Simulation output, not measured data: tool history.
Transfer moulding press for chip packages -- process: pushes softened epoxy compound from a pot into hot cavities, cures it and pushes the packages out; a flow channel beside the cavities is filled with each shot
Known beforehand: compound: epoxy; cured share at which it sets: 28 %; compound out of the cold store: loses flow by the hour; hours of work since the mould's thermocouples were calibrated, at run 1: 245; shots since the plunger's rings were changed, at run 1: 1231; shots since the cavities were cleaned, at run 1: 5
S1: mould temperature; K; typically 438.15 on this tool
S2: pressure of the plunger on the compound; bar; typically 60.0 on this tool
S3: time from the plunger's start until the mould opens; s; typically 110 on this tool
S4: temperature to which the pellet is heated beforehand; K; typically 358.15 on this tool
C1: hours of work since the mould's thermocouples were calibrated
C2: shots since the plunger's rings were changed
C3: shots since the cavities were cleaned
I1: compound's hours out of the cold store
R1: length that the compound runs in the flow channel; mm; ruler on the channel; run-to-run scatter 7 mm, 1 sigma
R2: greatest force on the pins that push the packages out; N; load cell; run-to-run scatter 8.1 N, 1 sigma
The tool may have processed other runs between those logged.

run   hour      S1    S2   S3      S4   C1    C2   C3    I1    R1   R2
  1    0.0  438.15  60.0  110  358.15  245  1231    5  18.8  1005  367
  2   26.9  438.15  60.0  110  355.15  266  1590  364   8.3  1072  532
      35.5  -- cavities cleaned with cleaning compound and waxed
  3   48.4  438.15  60.0  142  358.15  282  1855  171  30.0   913  363
      71.6  -- cavities cleaned with cleaning compound and waxed
  4   78.4  438.15  60.0  142  358.15  305  2236   91  25.2   958  305
  5  102.3  438.15  60.0  142  358.15  323  2553  408  26.0   937  422
     107.9  -- cavities cleaned with cleaning compound and waxed
  6  126.7  438.15  60.0  142  352.15  341  2858  250  32.6   892  370
     145.3  -- cavities cleaned with cleaning compound and waxed
  7  155.3  438.15  60.0  138  358.15  363  3219  133  27.2   918  333
  8  177.1  438.15  60.0  103  358.15  380  3509  423  23.6   929  609
     182.3  -- cavities cleaned with cleaning compound and waxed
  9  203.0  438.15  60.0  103  358.15  399  3834  275  20.1   958  554
     218.3  -- cavities cleaned with cleaning compound and waxed
 10  219.5  436.15  52.4   97  351.15  411  4033   15  30.3   835  554
     226.1  -- mould's thermocouples calibrated
 11  247.2  445.15  45.5  110  358.15   17  4376  358  24.8   787  426
     256.5  -- cavities cleaned with cleaning compound and waxed
 12  268.4  445.15  45.5  110  358.15   32  4638  158  28.9   766  347
 13  282.2  445.15  45.5  110  358.15   43  4822  342  46.0   673  408
     294.2  -- plunger's sealing rings changed
     295.7  -- cavities cleaned with cleaning compound and waxed
 14  316.6  445.15  45.5  110  358.15   67   278  278  27.6   838  395
     332.3  -- cavities cleaned with cleaning compound and waxed
 15  337.5  436.15  55.7  110  355.15   82   536   69  20.2   970  494
 16  362.4  436.15  72.6  121  355.15  102   868  401  25.0  1074  511
     369.1  -- cavities cleaned with cleaning compound and waxed
 17  396.0  446.15  55.7  110  358.15  127  1295  359  37.2   841  401

Difference, measured minus no-hidden-state, one row per run. Run-to-run variation is common to both terms; the gauge's own scatter need not be:
The tool's hidden condition here consists of: true mould temperature over the reading, C; pressure that reaches the compound, % of what is set; grip of the stained cavities, % over clean ones'; drift of the gauge itself on flow_mm, %; drift of the gauge itself on push_out_n, %.
run   R1    R2
  1  -23    +7
  2  -31  +164
  3  -31   +78
  4  -38   +42
  5  -44  +139
  6  -46   +92
  7  -53   +60
  8  -59  +194
  9  -66  +141
 10  -61    +8
 11  -60  +136
 12  -63   +76
 13  -57  +129
 14   -3  +115
 15   -7   +63
 16  -14  +176
 17  -17  +126

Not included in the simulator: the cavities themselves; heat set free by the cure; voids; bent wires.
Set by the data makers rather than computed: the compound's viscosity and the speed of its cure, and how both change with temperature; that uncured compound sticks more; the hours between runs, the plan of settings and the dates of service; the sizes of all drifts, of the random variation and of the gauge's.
